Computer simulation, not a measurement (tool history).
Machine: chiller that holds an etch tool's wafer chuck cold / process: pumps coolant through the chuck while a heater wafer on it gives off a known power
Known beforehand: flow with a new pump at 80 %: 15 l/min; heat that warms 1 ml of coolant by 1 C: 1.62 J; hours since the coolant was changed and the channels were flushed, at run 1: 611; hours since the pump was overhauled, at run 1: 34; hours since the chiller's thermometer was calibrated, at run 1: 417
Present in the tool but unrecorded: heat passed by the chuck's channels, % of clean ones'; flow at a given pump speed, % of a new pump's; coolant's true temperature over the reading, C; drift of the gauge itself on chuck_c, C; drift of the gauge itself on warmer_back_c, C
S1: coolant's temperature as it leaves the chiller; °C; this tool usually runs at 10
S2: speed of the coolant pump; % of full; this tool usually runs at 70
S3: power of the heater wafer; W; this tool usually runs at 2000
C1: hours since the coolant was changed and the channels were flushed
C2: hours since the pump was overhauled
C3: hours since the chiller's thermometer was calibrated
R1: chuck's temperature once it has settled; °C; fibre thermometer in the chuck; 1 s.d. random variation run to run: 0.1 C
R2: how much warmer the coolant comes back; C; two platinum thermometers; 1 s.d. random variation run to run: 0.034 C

run 1 hour=0 | S1=10 S2=70 S3=2000 | C1=611 C2=34 C3=417 | R1=25.8 R2=5.74
run 2 hour=23.9 | S1=10 S2=85 S3=2000 | C1=635 C2=58 C3=441 | R1=23.2 R2=4.63
run 3 hour=48.2 | S1=10 S2=70 S3=2000 | C1=659 C2=82 C3=465 | R1=25.6 R2=5.75
run 4 hour=70.2 | S1=10 S2=70 S3=2000 | C1=681 C2=104 C3=487 | R1=25.6 R2=5.77
run 5 hour=90.7 | S1=10 S2=70 S3=2000 | C1=701 C2=125 C3=507 | R1=25.7 R2=5.71
run 6 hour=109.8 | S1=10 S2=70 S3=2000 | C1=720 C2=144 C3=527 | R1=25.7 R2=5.76
run 7 hour=133.4 | S1=10 S2=70 S3=2000 | C1=744 C2=167 C3=550 | R1=25.9 R2=5.75
run 8 hour=150 | S1=10 S2=70 S3=2000 | C1=761 C2=184 C3=567 | R1=25.9 R2=5.78
run 9 hour=172 | S1=10 S2=70 S3=2000 | C1=783 C2=206 C3=589 | R1=25.8 R2=5.75
run 10 hour=200.8 | S1=10 S2=70 S3=2000 | C1=811 C2=235 C3=618 | R1=25.8 R2=5.75
run 11 hour=221.9 | S1=10 S2=70 S3=2000 | C1=832 C2=256 C3=639 | R1=25.9 R2=5.74
run 12 hour=256.9 | S1=10 S2=70 S3=2000 | C1=867 C2=291 C3=674 | R1=26 R2=5.79
run 13 hour=288.7 | S1=10 S2=70 S3=2000 | C1=899 C2=323 C3=705 | R1=25.8 R2=5.77
run 14 hour=319.1 | S1=10 S2=70 S3=2000 | C1=930 C2=353 C3=736 | R1=26 R2=5.82
run 15 hour=355.1 | S1=10 S2=64 S3=2000 | C1=966 C2=389 C3=772 | R1=27.2 R2=6.36
run 16 hour=382 | S1=10 S2=64 S3=2000 | C1=993 C2=416 C3=799 | R1=27.2 R2=6.32
run 17 hour=398.7 | S1=10 S2=64 S3=2000 | C1=1009 C2=433 C3=815 | R1=27.4 R2=6.35
run 18 hour=416.9 | S1=10 S2=61 S3=2000 | C1=1027 C2=451 C3=834 | R1=28 R2=6.67
run 19 hour=449 | S1=6 S2=77 S3=1280 | C1=1060 C2=483 C3=866 | R1=15.5 R2=3.39

Expected results for the next run?
run 20 hour=482.8 | S1=18 S2=62 S3=1280 | C1=1093 C2=517 C3=900 | R1=? R2=?

{"run 20": {"R1": 29.4, "R2": 4.24}}
With no hidden state in the tool, this same run would have given R1 28.7 °C, R2 4.15 C.
